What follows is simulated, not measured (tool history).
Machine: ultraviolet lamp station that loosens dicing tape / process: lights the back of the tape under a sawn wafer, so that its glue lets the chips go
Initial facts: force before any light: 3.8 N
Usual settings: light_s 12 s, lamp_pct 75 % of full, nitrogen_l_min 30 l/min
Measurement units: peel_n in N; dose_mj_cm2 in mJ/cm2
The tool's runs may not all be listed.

run,hour,light_s,lamp_pct,nitrogen_l_min,peel_n,dose_mj_cm2
1,0,12,75,30,0.515,252
2,19.2,12,75,30,0.518,249
3,38.5,12,75,30,0.511,253
4,57.4,12,75,30,0.5,251
5,84.1,12,75,30,0.512,248
6,97.3,12,75,30,0.51,254
7,113.5,12,75,30,0.471,248
8,141.5,12,75,30,0.503,248
9,164.7,12,75,30,0.491,253
10,183.3,12,75,30,0.5,250
11,200.9,12,75,20,0.674,251
12,221.1,12,75,30,0.5,245
13,245.5,12,75,30,0.509,255
14,270.3,12,75,30,0.493,247
15,294.6,12,75,30,0.521,248
16,311.3,12,75,30,0.518,256
17,334.5,12,75,30,0.488,247
18,362.5,12,75,30,0.491,245
# hour 375.6: window cleaned of glue's vapour
19,389.6,12,75,30,0.507,254
20,415,14,75,30,0.39,291
21,441.5,14,75,30,0.389,296
22,454.2,12,75,41,0.432,249
23,478.2,12,75,41,0.424,251
24,492.6,12,75,41,0.421,250
25,517.7,8,88,41,0.607,197
26,535.8,19,62,30,0.318,325
27,548.2,23,75,30,0.19,478
28,561.5,9,75,30,0.779,186
29,579.6,7,63,30,1.348,125
30,600.3,7,98,32,0.739,188
31,619.7,7,91,27,0.899,179
32,640.1,6,91,27,1.097,150
33,656.7,15,80,42,0.266,331
34,677.6,12,98,30,0.324,329
35,694.5,12,83,18,0.61,276
36,715.9,12,83,18,0.594,274
37,736.6,19,70,25,0.3,369
38,753.5,9,75,10,1.412,190
39,781.3,20,75,16,0.329,422
40,803.5,12,75,10,1.008,248
41,826.1,17,75,12,0.529,355
42,854.5,13,95,11,0.621,343
43,876.3,13,95,11,0.605,346
44,898.7,20,93,47,0.178,516

Branching from run 44: 3 alternative next runs. What would each branch give?
A,925.4,23,89,21,?,?
B,925.4,14,62,27,?,?
C,925.4,11,74,13,?,?

run,peel_n,dose_mj_cm2
A,0.193,567
B,0.58,241
C,1.011,225
Had the tool no hidden state, the same runs would have come out as:
run,peel_n,dose_mj_cm2
A,0.193,568
B,0.577,242
C,1.008,226
